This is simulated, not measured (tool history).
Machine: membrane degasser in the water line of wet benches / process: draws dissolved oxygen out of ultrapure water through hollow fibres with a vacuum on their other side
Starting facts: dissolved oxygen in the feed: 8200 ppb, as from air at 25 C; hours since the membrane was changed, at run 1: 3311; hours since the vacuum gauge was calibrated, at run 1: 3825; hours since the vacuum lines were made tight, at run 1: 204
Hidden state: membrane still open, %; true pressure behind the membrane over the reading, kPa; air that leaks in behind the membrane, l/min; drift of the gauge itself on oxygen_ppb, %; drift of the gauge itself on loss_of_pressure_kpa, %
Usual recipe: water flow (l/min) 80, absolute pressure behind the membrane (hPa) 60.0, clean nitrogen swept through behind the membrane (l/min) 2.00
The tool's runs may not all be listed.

run	day	water flow (l/min)	absolute pressure behind the membrane (hPa)	clean nitrogen swept through behind the membrane (l/min)	hours since the membrane was changed	hours since the vacuum gauge was calibrated	hours since the vacuum lines were made tight	dissolved oxygen in the water behind the degasser (ppb)	pressure that the water loses in the fibres (hPa)
1	0.000	80	60.0	2.00	3311	3825	204	260.5	521.4
2	6.971	80	60.0	2.00	3478	3992	372	259.8	521.8
3	12.754	80	60.0	2.00	3617	4131	510	260.9	523.6
4	18.738	80	60.0	2.00	3760	4274	654	265.5	523.7
5	24.621	80	60.0	2.00	3902	4416	795	264.1	523.4
# day 25.538: vacuum gauge calibrated
6	32.950	80	60.0	0.87	4101	178	995	401.4	523.8
7	36.967	80	60.0	0.87	4198	274	1091	405.6	524.8
8	44.258	80	60.0	0.87	4373	449	1266	406.2	524.8
9	50.946	80	60.0	0.87	4533	610	1427	412.4	526.4
10	54.871	80	60.0	0.87	4627	704	1521	410.1	525.8
11	63.017	80	60.0	0.87	4823	899	1716	411.1	527.9
12	67.533	80	60.0	0.87	4931	1008	1825	417.2	525.7
13	72.967	80	60.0	0.87	5062	1138	1955	415.9	528.4
14	80.462	80	60.0	0.87	5241	1318	2135	422.9	529.6
15	83.967	80	60.0	0.87	5325	1402	2219	422.1	527.2
16	89.958	80	60.0	0.87	5469	1546	2363	420.7	529.0
17	93.738	116	76.2	1.37	5560	1637	2454	638.3	769.1
18	98.554	113	60.0	4.05	5676	1752	2569	220.5	747.6
19	106.446	80	65.2	2.00	5865	1942	2759	278.5	529.6
20	112.958	80	137.8	5.16	6021	2098	2915	379.6	530.6
21	120.825	50	129.1	1.16	6210	2287	3104	773.4	331.2
22	124.317	74	36.7	3.37	6294	2371	3188	39.8	491.1
23	128.446	74	36.7	3.37	6393	2470	3287	40.6	491.2
24	134.271	74	36.7	4.56	6533	2610	3426	33.3	492.5
25	139.925	79	41.9	4.58	6669	2745	3562	58.2	523.8
26	145.367	113	60.0	3.36	6799	2876	3693	258.5	754.8
27	150.792	80	55.3	2.64	6929	3006	3823	173.4	533.6
28	156.567	73	43.1	2.70	7068	3145	3962	87.6	485.3
29	160.883	86	110.3	4.50	7171	3248	4065	350.1	573.2
30	166.629	119	109.7	4.50	7309	3386	4203	494.2	797.9
31	170.254	116	36.2	1.02	7396	3473	4290	178.5	774.4

Had the tool no unlogged condition, and each run kept its random variation, what would the results have been?
run	dissolved oxygen in the water behind the degasser (ppb)	pressure that the water loses in the fibres (hPa)
1	227.7	512.2
2	226.0	512.1
3	225.9	513.5
4	228.9	513.1
5	226.8	512.4
6	401.5	512.3
7	404.5	513.0
8	402.7	512.5
9	406.7	513.6
10	403.3	512.7
11	401.8	514.2
12	406.4	511.6
13	403.4	513.9
14	407.8	514.6
15	406.0	512.0
16	402.9	513.4
17	615.8	745.9
18	204.8	724.6
19	264.0	512.7
20	370.7	513.3
21	758.6	320.0
22	28.3	474.3
23	28.5	474.2
24	23.1	475.0
25	46.4	504.8
26	232.6	726.9
27	154.3	513.5
28	69.5	466.5
29	334.2	550.8
30	467.4	766.1
31	116.8	743.2

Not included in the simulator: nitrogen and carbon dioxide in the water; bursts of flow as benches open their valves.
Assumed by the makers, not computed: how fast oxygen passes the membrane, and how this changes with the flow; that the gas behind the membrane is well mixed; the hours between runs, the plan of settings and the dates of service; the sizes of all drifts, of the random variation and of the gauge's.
